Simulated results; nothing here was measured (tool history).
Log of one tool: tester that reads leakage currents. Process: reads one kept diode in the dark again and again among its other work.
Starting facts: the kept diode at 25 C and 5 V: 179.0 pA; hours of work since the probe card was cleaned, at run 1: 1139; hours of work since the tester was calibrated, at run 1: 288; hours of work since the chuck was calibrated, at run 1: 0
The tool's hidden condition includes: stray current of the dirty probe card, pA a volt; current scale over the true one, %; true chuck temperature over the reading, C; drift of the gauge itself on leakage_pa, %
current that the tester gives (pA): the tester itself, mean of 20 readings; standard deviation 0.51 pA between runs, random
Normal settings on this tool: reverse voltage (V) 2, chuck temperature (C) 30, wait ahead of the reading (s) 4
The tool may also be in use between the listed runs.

run,day,reverse voltage (V),chuck temperature (C),wait ahead of the reading (s),hours of work since the probe card was cleaned,hours of work since the tester was calibrated,hours of work since the chuck was calibrated,current that the tester gives (pA)
1,0,2,30,4,1139,288,0,171.58
2,3.921,2,30,4,1182,330,42,171.23
3,10.433,2,30,4,1252,401,113,170.64
4,13.462,2,30,4,1285,434,146,170.41
5,16.45,2,30,4,1318,466,178,170.36
6,21.467,2,30,4,1372,520,233,168.53
7,25.483,2,30,3.16,1416,564,276,169.06
8,30.296,2,30,3.16,1468,616,328,169.54
9,36.362,2,30,3.16,1533,682,394,167.67
10,39.554,2,30,3.16,1568,716,429,168.15
11,46.583,2,30,0.85,1644,793,505,167.18
12,53.717,2,30,0.85,1722,870,582,166.77
13,59.362,2,30,0.85,1783,931,643,166.67
14,63.742,2,34,4,1830,979,691,234.75
# day 64.404: tester calibrated
15,70.021,2,30,4,1897,61,758,165.02
16,73.688,2,30,4,1937,101,798,164.4
17,79.679,2,30,4,2002,166,863,163.03
18,85.629,2,30,4,2067,230,927,162.82
19,88.958,2,30,4,2103,266,963,162.43
20,92.617,2,30,4,2142,306,1003,162.11
21,95.979,6.44,20,7.72,2179,342,1040,136.26
22,99.838,17.29,53,1.46,2221,384,1081,3780.76
# day 103.067: tester calibrated, once more
23,105.05,17.29,53,1.46,2276,22,1137,3723.4
24,111.067,2,30,6.24,2341,87,1202,159.19
25,117.704,18.63,57,1.2,2413,159,1274,5262.37
26,122.246,1.46,39,3.29,2463,208,1323,287.36
# day 127.525: probe card cleaned and baked
27,128.688,1.46,34,3.29,13,276,1392,180.98
28,131.804,3.66,54,3.29,46,310,1426,1621.43
29,135.738,3.66,54,3.29,89,353,1468,1620.76
30,141.929,3.66,54,2.72,156,420,1535,1609.36
31,148.638,6.88,54,1.78,229,493,1608,2289.93
32,153.104,10.19,33,1.39,277,541,1656,495.19
33,160.288,2,37,5.37,355,619,1734,276.95
34,165.896,2,23,4,416,680,1795,77.15
35,171.883,1.12,46,0.74,481,745,1860,422.52

The next listed run, before its measurement:
36,176.012,2.3,37,2.6,526,789,1905,?

Run 36 came out at current that the tester gives (pA) 295.98.
Were there no unlogged condition in the tool, this run, its random variation unchanged, would have produced current that the tester gives (pA) 340.58.

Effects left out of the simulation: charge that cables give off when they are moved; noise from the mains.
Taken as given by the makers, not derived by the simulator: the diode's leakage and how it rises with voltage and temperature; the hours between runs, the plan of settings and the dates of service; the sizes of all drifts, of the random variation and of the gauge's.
